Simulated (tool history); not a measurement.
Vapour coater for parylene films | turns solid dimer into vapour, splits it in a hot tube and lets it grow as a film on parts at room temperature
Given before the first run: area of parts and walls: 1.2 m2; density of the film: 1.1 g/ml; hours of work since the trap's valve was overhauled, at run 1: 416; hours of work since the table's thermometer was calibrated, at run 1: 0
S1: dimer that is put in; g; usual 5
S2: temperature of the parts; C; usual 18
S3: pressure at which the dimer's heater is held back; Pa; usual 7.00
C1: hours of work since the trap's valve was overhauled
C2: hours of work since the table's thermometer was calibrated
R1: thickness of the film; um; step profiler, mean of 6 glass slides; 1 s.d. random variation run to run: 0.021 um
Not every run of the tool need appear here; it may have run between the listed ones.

Run 1, hour 0.0: usual settings; C1 416; C2 0. Result: R1 1.62 um.
At hour 43.9: trap's valve overhauled.
Run 2, hour 75.3: usual settings; C1 24; C2 55. Result: R1 1.78 um.
Run 3, hour 152.5: usual settings; C1 84; C2 115. Result: R1 1.74 um.
Run 4, hour 197.8: usual settings; C1 119; C2 150. Result: R1 1.72 um.
Run 5, hour 273.9: usual settings but S3 5.57 Pa; C1 178; C2 209. Result: R1 1.77 um.
Run 6, hour 315.8: usual settings but S3 5.57 Pa; C1 211; C2 242. Result: R1 1.76 um.
Run 7, hour 380.3: usual settings but S2 10 C, S3 5.57 Pa; C1 261; C2 291. Result: R1 1.96 um.
Run 8, hour 445.7: usual settings but S3 5.25 Pa; C1 311; C2 342. Result: R1 1.73 um.
Run 9, hour 519.7: usual settings but S3 5.25 Pa; C1 369; C2 399. Result: R1 1.71 um.
Run 10, hour 586.7: usual settings but S3 5.25 Pa; C1 420; C2 451. Result: R1 1.69 um.
At hour 622.8: trap's valve overhauled.
Run 11, hour 654.6: usual settings but S3 5.25 Pa; C1 25; C2 501. Result: R1 1.92 um.
Run 12, hour 724.1: usual settings but S1 4 g; C1 78; C2 555. Result: R1 1.41 um.
Run 13, hour 787.7: usual settings but S1 4 g; C1 128; C2 604. Result: R1 1.42 um.
Run 14, hour 846.3: usual settings but S1 4 g; C1 173; C2 649. Result: R1 1.37 um.
Run 15, hour 897.0: usual settings but S1 4 g; C1 212; C2 689. Result: R1 1.35 um.
At hour 902.7: table's thermometer calibrated.
Run 16, hour 946.6: usual settings but S1 3 g, S2 13 C, S3 4.18 Pa; C1 250; C2 34. Result: R1 1.24 um.
Run 17, hour 998.5: usual settings but S2 28 C; C1 290; C2 74. Result: R1 1.45 um.
Run 18, hour 1037.3: usual settings but S2 28 C; C1 320; C2 104. Result: R1 1.44 um.
Run 19, hour 1104.4: usual settings but S2 28 C; C1 372; C2 156. Result: R1 1.37 um.
Run 20, hour 1176.8: usual settings but S1 7 g, S3 6.52 Pa; C1 428; C2 212. Result: R1 2.30 um.
At hour 1202.3: trap's valve overhauled.
Run 21, hour 1251.5: usual settings but S1 8 g, S2 21 C, S3 2.57 Pa; C1 38; C2 267. Result: R1 3.23 um.
Run 22, hour 1315.5: usual settings but S1 8 g, S2 21 C, S3 2.57 Pa; C1 88; C2 317. Result: R1 3.21 um.
At hour 1370.7: table's thermometer calibrated, once more.
Run 23, hour 1394.3: usual settings but S1 8 g, S2 21 C, S3 2.57 Pa; C1 148; C2 18. Result: R1 3.10 um.
Run 24, hour 1449.0: usual settings but S2 23 C; C1 190; C2 61. Result: R1 1.58 um.
Run 25, hour 1511.3: usual settings but S2 23 C; C1 239; C2 109. Result: R1 1.54 um.
Run 26, hour 1583.5: usual settings but S1 7 g, S2 14 C, S3 3.04 Pa; C1 295; C2 165. Result: R1 2.89 um.
Run 27, hour 1659.4: usual settings but S2 24 C; C1 353; C2 224. Result: R1 1.49 um.
Run 28, hour 1708.7: usual settings but S2 24 C, S3 7.55 Pa; C1 391; C2 262. Result: R1 1.48 um.
Run 29, hour 1742.3: usual settings but S1 4 g, S3 4.07 Pa; C1 418; C2 288. Result: R1 1.45 um.

4 ways to go on from here, each from the tool as it stands after run 29. What would each give?
At hour 1780.1: trap's valve overhauled.
Run A, hour 1820.8: usual settings but S1 3 g, S2 28 C; C1 32; C2 346. Result: R1 ?.
At hour 1780.1: trap's valve overhauled.
Run B, hour 1820.8: usual settings but S1 4 g, S2 28 C, S3 5.64 Pa; C1 32; C2 346. Result: R1 ?.
At hour 1780.1: trap's valve overhauled.
Run C, hour 1820.8: usual settings but S1 3 g; C1 32; C2 346. Result: R1 ?.
At hour 1780.1: trap's valve overhauled.
Run D, hour 1820.8: usual settings but S2 12 C, S3 3.08 Pa; C1 32; C2 346. Result: R1 ?.

run    R1
  A  0.87
  B  1.25
  C  1.05
  D  2.21
With no hidden state in the tool, these same runs would have given:
run    R1
  A  0.88
  B  1.26
  C  1.06
  D  2.24
